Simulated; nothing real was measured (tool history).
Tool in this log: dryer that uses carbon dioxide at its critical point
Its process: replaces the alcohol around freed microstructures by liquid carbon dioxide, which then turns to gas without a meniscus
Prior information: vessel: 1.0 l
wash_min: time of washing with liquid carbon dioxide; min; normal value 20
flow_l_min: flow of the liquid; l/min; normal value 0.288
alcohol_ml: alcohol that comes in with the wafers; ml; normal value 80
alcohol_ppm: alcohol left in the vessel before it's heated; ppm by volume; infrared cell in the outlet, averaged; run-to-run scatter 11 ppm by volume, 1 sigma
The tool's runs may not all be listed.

run 1 day=0 | wash_min=20 flow_l_min=0.288 alcohol_ml=80 | alcohol_ppm=831
run 2 day=0.762 | wash_min=20 flow_l_min=0.288 alcohol_ml=80 | alcohol_ppm=849
run 3 day=1.579 | wash_min=20 flow_l_min=0.288 alcohol_ml=78 | alcohol_ppm=821
run 4 day=1.983 | wash_min=20 flow_l_min=0.288 alcohol_ml=78 | alcohol_ppm=825
run 5 day=2.792 | wash_min=20 flow_l_min=0.288 alcohol_ml=78 | alcohol_ppm=862
run 6 day=3.688 | wash_min=30 flow_l_min=0.288 alcohol_ml=78 | alcohol_ppm=114
run 7 day=4.496 | wash_min=30 flow_l_min=0.288 alcohol_ml=78 | alcohol_ppm=119
run 8 day=4.917 | wash_min=30 flow_l_min=0.288 alcohol_ml=78 | alcohol_ppm=117
run 9 day=5.667 | wash_min=30 flow_l_min=0.288 alcohol_ml=78 | alcohol_ppm=125
run 10 day=6.538 | wash_min=30 flow_l_min=0.288 alcohol_ml=78 | alcohol_ppm=126
run 11 day=7.321 | wash_min=30 flow_l_min=0.288 alcohol_ml=78 | alcohol_ppm=131
run 12 day=7.783 | wash_min=30 flow_l_min=0.288 alcohol_ml=78 | alcohol_ppm=138
run 13 day=8.592 | wash_min=30 flow_l_min=0.288 alcohol_ml=78 | alcohol_ppm=143
run 14 day=9.067 | wash_min=30 flow_l_min=0.203 alcohol_ml=78 | alcohol_ppm=805
run 15 day=9.454 | wash_min=30 flow_l_min=0.203 alcohol_ml=78 | alcohol_ppm=756
run 16 day=9.862 | wash_min=32 flow_l_min=0.292 alcohol_ml=80 | alcohol_ppm=105
run 17 day=10.262 | wash_min=22 flow_l_min=0.292 alcohol_ml=34 | alcohol_ppm=301
run 18 day=10.833 | wash_min=30 flow_l_min=0.32 alcohol_ml=42 | alcohol_ppm=60
run 19 day=11.383 | wash_min=30 flow_l_min=0.32 alcohol_ml=42 | alcohol_ppm=68
run 20 day=12.221 | wash_min=20 flow_l_min=0.274 alcohol_ml=47 | alcohol_ppm=813
run 21 day=12.775 | wash_min=13 flow_l_min=0.288 alcohol_ml=83 | alcohol_ppm=5088
run 22 day=13.662 | wash_min=13 flow_l_min=0.288 alcohol_ml=83 | alcohol_ppm=5266
run 23 day=14.15 | wash_min=13 flow_l_min=0.288 alcohol_ml=83 | alcohol_ppm=5238
run 24 day=14.962 | wash_min=14 flow_l_min=0.288 alcohol_ml=83 | alcohol_ppm=4253
run 25 day=15.533 | wash_min=29 flow_l_min=0.241 alcohol_ml=80 | alcohol_ppm=510
run 26 day=16.35 | wash_min=29 flow_l_min=0.18 alcohol_ml=29 | alcohol_ppm=660
run 27 day=16.921 | wash_min=21 flow_l_min=0.442 alcohol_ml=77 | alcohol_ppm=131
run 28 day=17.412 | wash_min=14 flow_l_min=0.304 alcohol_ml=102 | alcohol_ppm=4815

Forecast each of these 4 alternatives for the next run:
run A day=18.208 | wash_min=26 flow_l_min=0.185 alcohol_ml=61 | alcohol_ppm=?
run B day=18.208 | wash_min=14 flow_l_min=0.304 alcohol_ml=102 | alcohol_ppm=?
run C day=18.208 | wash_min=16 flow_l_min=0.211 alcohol_ml=42 | alcohol_ppm=?
run D day=18.208 | wash_min=20 flow_l_min=0.288 alcohol_ml=22 | alcohol_ppm=?

run=A alcohol_ppm=1904
run=B alcohol_ppm=4701
run=C alcohol_ppm=3802
run=D alcohol_ppm=379
Stripped of hidden state, with their random variation kept, the same runs would have yielded:
run=A alcohol_ppm=1091
run=B alcohol_ppm=2905
run=C alcohol_ppm=2587
run=D alcohol_ppm=182

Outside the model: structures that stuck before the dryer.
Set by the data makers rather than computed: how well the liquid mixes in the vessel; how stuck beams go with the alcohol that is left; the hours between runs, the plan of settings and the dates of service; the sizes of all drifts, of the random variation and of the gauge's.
